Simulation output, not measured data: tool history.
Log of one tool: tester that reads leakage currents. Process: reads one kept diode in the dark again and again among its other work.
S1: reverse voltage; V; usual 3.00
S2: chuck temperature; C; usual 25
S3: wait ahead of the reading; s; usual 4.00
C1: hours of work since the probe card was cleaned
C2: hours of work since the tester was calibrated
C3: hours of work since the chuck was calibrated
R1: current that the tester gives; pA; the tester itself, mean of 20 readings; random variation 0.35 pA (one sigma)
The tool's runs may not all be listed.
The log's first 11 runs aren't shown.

{"run": 12, "day": 63.392, "S1": 3.0, "S2": 25, "S3": 4.0, "C1": 160, "C2": 2892, "C3": 1975, "R1": 107.31}
{"run": 13, "day": 70.262, "S1": 3.0, "S2": 25, "S3": 4.0, "C1": 239, "C2": 2972, "C3": 2055, "R1": 108.15}
{"run": 14, "day": 78.596, "S1": 3.0, "S2": 25, "S3": 4.0, "C1": 336, "C2": 3069, "C3": 2152, "R1": 107.73}
{"run": 15, "day": 85.446, "S1": 3.0, "S2": 25, "S3": 4.0, "C1": 416, "C2": 3148, "C3": 2231, "R1": 107.38}
{"run": 16, "day": 91.167, "S1": 3.0, "S2": 25, "S3": 0.84, "C1": 482, "C2": 3215, "C3": 2298, "R1": 107.74}
{"run": 17, "day": 99.171, "S1": 3.0, "S2": 25, "S3": 0.84, "C1": 575, "C2": 3308, "C3": 2391, "R1": 107.59}
{"day": 102.404, "done": "chuck's temperature calibrated"}
{"run": 18, "day": 106.521, "S1": 3.0, "S2": 46, "S3": 4.0, "C1": 659, "C2": 3392, "C3": 48, "R1": 751.76}
{"run": 19, "day": 113.842, "S1": 3.0, "S2": 42, "S3": 9.31, "C1": 744, "C2": 3477, "C3": 133, "R1": 534.73}
{"run": 20, "day": 119.767, "S1": 1.3, "S2": 25, "S3": 9.3, "C1": 813, "C2": 3546, "C3": 202, "R1": 78.27}
{"run": 21, "day": 124.742, "S1": 3.0, "S2": 29, "S3": 1.33, "C1": 871, "C2": 3604, "C3": 259, "R1": 169.63}
{"run": 22, "day": 131.446, "S1": 1.79, "S2": 29, "S3": 4.0, "C1": 949, "C2": 3681, "C3": 337, "R1": 132.76}
{"day": 131.971, "done": "tester calibrated"}
{"run": 23, "day": 138.462, "S1": 3.0, "S2": 25, "S3": 5.01, "C1": 1029, "C2": 75, "C3": 418, "R1": 117.12}
{"day": 145.442, "done": "tester calibrated, once more"}
{"run": 24, "day": 146.271, "S1": 3.0, "S2": 26, "S3": 2.04, "C1": 1119, "C2": 10, "C3": 507, "R1": 127.0}
{"run": 25, "day": 154.267, "S1": 3.58, "S2": 31, "S3": 2.04, "C1": 1212, "C2": 102, "C3": 600, "R1": 217.52}
{"run": 26, "day": 161.638, "S1": 13.68, "S2": 22, "S3": 2.04, "C1": 1297, "C2": 188, "C3": 686, "R1": 178.48}
{"run": 27, "day": 167.662, "S1": 12.3, "S2": 22, "S3": 6.14, "C1": 1367, "C2": 258, "C3": 756, "R1": 170.65}
{"run": 28, "day": 174.733, "S1": 12.3, "S2": 22, "S3": 6.14, "C1": 1449, "C2": 340, "C3": 838, "R1": 169.54}
{"run": 29, "day": 182.554, "S1": 3.0, "S2": 51, "S3": 0.44, "C1": 1540, "C2": 431, "C3": 929, "R1": 1092.24}
{"run": 30, "day": 190.758, "S1": 5.11, "S2": 52, "S3": 2.33, "C1": 1636, "C2": 526, "C3": 1024, "R1": 1522.24}
{"run": 31, "day": 199.075, "S1": 3.0, "S2": 28, "S3": 0.7, "C1": 1732, "C2": 623, "C3": 1121, "R1": 150.54}

Forecast each of these 5 alternatives for the next run:
{"run": "A", "day": 206.242, "S1": 1.94, "S2": 23, "S3": 0.53, "C1": 1815, "C2": 706, "C3": 1204, "R1": "?"}
{"run": "B", "day": 206.242, "S1": 18.24, "S2": 44, "S3": 4.0, "C1": 1815, "C2": 706, "C3": 1204, "R1": "?"}
{"run": "C", "day": 206.242, "S1": 9.72, "S2": 53, "S3": 2.15, "C1": 1815, "C2": 706, "C3": 1204, "R1": "?"}
{"run": "D", "day": 206.242, "S1": 3.0, "S2": 45, "S3": 1.74, "C1": 1815, "C2": 706, "C3": 1204, "R1": "?"}
{"run": "E", "day": 206.242, "S1": 3.0, "S2": 28, "S3": 7.49, "C1": 1815, "C2": 706, "C3": 1204, "R1": "?"}

run=A R1=75.96
run=B R1=1433.73
run=C R1=2230.89
run=D R1=662.81
run=E R1=148.84
Without the tool's hidden state the same runs would have given:
run=A R1=78.08
run=B R1=1476.12
run=C R1=2302.40
run=D R1=685.28
run=E R1=153.27

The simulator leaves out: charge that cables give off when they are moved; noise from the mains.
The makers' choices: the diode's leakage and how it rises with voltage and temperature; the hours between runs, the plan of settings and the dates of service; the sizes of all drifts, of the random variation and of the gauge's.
